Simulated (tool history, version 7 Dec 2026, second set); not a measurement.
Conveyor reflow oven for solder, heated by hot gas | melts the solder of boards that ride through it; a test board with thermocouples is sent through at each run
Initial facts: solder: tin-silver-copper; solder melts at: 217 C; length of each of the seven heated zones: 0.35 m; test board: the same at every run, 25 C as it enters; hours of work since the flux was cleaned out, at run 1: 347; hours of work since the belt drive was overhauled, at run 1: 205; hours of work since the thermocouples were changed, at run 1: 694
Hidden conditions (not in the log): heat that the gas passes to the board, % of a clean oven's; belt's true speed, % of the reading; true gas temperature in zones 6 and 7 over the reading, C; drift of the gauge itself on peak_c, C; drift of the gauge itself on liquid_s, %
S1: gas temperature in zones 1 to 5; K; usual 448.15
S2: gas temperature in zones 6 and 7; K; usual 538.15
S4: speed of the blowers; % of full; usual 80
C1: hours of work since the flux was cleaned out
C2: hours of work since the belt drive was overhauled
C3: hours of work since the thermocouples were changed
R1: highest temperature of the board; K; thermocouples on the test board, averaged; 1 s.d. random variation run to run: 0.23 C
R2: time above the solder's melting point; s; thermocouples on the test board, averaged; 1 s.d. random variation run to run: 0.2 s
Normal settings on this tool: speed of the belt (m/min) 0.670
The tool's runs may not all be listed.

{"run": 1, "day": 0.0, "S1": 448.15, "S2": 538.15, "speed of the belt (m/min)": 0.67, "S4": 80, "C1": 347, "C2": 205, "C3": 694, "R1": 519.05, "R2": 42.1}
{"run": 2, "day": 0.454, "S1": 448.15, "S2": 538.15, "speed of the belt (m/min)": 0.67, "S4": 80, "C1": 355, "C2": 213, "C3": 702, "R1": 519.05, "R2": 42.5}
{"run": 3, "day": 1.158, "S1": 448.15, "S2": 538.15, "speed of the belt (m/min)": 0.67, "S4": 80, "C1": 368, "C2": 226, "C3": 715, "R1": 519.35, "R2": 42.0}
{"run": 4, "day": 1.775, "S1": 448.15, "S2": 538.15, "speed of the belt (m/min)": 0.67, "S4": 80, "C1": 379, "C2": 237, "C3": 726, "R1": 518.95, "R2": 41.9}
{"run": 5, "day": 2.246, "S1": 448.15, "S2": 531.15, "speed of the belt (m/min)": 0.67, "S4": 80, "C1": 387, "C2": 245, "C3": 734, "R1": 513.35, "R2": 37.6}
{"day": 2.771, "done": "flux residue cleaned out of gas plates and filters"}
{"run": 6, "day": 2.792, "S1": 460.15, "S2": 538.15, "speed of the belt (m/min)": 0.67, "S4": 80, "C1": 0, "C2": 252, "C3": 740, "R1": 524.15, "R2": 50.2}
{"run": 7, "day": 3.304, "S1": 448.15, "S2": 537.15, "speed of the belt (m/min)": 0.67, "S4": 80, "C1": 10, "C2": 261, "C3": 750, "R1": 520.65, "R2": 43.8}
{"run": 8, "day": 3.788, "S1": 448.15, "S2": 537.15, "speed of the belt (m/min)": 0.67, "S4": 80, "C1": 18, "C2": 270, "C3": 758, "R1": 520.95, "R2": 43.8}
{"run": 9, "day": 4.262, "S1": 448.15, "S2": 538.15, "speed of the belt (m/min)": 0.564, "S4": 80, "C1": 27, "C2": 278, "C3": 767, "R1": 526.45, "R2": 57.8}
{"run": 10, "day": 4.779, "S1": 448.15, "S2": 538.15, "speed of the belt (m/min)": 0.564, "S4": 80, "C1": 36, "C2": 287, "C3": 776, "R1": 526.25, "R2": 57.5}
{"run": 11, "day": 5.183, "S1": 448.15, "S2": 538.15, "speed of the belt (m/min)": 0.67, "S4": 80, "C1": 43, "C2": 295, "C3": 784, "R1": 521.15, "R2": 44.6}
{"run": 12, "day": 5.792, "S1": 448.15, "S2": 538.15, "speed of the belt (m/min)": 0.67, "S4": 80, "C1": 54, "C2": 306, "C3": 795, "R1": 521.35, "R2": 44.3}
{"run": 13, "day": 6.396, "S1": 448.15, "S2": 538.15, "speed of the belt (m/min)": 0.67, "S4": 80, "C1": 65, "C2": 317, "C3": 805, "R1": 521.15, "R2": 44.0}
{"run": 14, "day": 7.138, "S1": 448.15, "S2": 538.15, "speed of the belt (m/min)": 0.67, "S4": 80, "C1": 79, "C2": 330, "C3": 819, "R1": 521.65, "R2": 43.9}
{"run": 15, "day": 7.442, "S1": 448.15, "S2": 538.15, "speed of the belt (m/min)": 0.67, "S4": 61, "C1": 84, "C2": 335, "C3": 824, "R1": 517.65, "R2": 40.1}
{"run": 16, "day": 8.054, "S1": 448.15, "S2": 543.15, "speed of the belt (m/min)": 0.581, "S4": 61, "C1": 95, "C2": 347, "C3": 835, "R1": 526.15, "R2": 54.7}
{"run": 17, "day": 8.725, "S1": 448.15, "S2": 544.15, "speed of the belt (m/min)": 0.581, "S4": 83, "C1": 107, "C2": 359, "C3": 847, "R1": 530.85, "R2": 58.7}
{"run": 18, "day": 9.171, "S1": 445.15, "S2": 538.15, "speed of the belt (m/min)": 0.67, "S4": 52, "C1": 115, "C2": 367, "C3": 856, "R1": 513.65, "R2": 35.7}
{"day": 9.392, "done": "belt drive overhauled, speed set with a stopwatch"}
{"run": 19, "day": 9.917, "S1": 448.15, "S2": 539.15, "speed of the belt (m/min)": 0.67, "S4": 68, "C1": 126, "C2": 9, "C3": 866, "R1": 519.65, "R2": 42.2}
{"run": 20, "day": 10.354, "S1": 448.15, "S2": 539.15, "speed of the belt (m/min)": 0.686, "S4": 51, "C1": 134, "C2": 17, "C3": 874, "R1": 514.25, "R2": 35.8}
{"run": 21, "day": 11.038, "S1": 448.15, "S2": 539.15, "speed of the belt (m/min)": 0.686, "S4": 74, "C1": 146, "C2": 30, "C3": 886, "R1": 519.55, "R2": 41.8}

Estimate the outcome of run 22 from the log above:
{"run": 22, "day": 11.558, "S1": 448.15, "S2": 538.15, "speed of the belt (m/min)": 0.712, "S4": 80, "C1": 156, "C2": 39, "C3": 896, "R1": "?", "R2": "?"}

Run 22 produced R1 518.65 K, R2 39.5 s.
Without the tool's hidden state the same run would have given R1 519.05 K, R2 39.7 s.
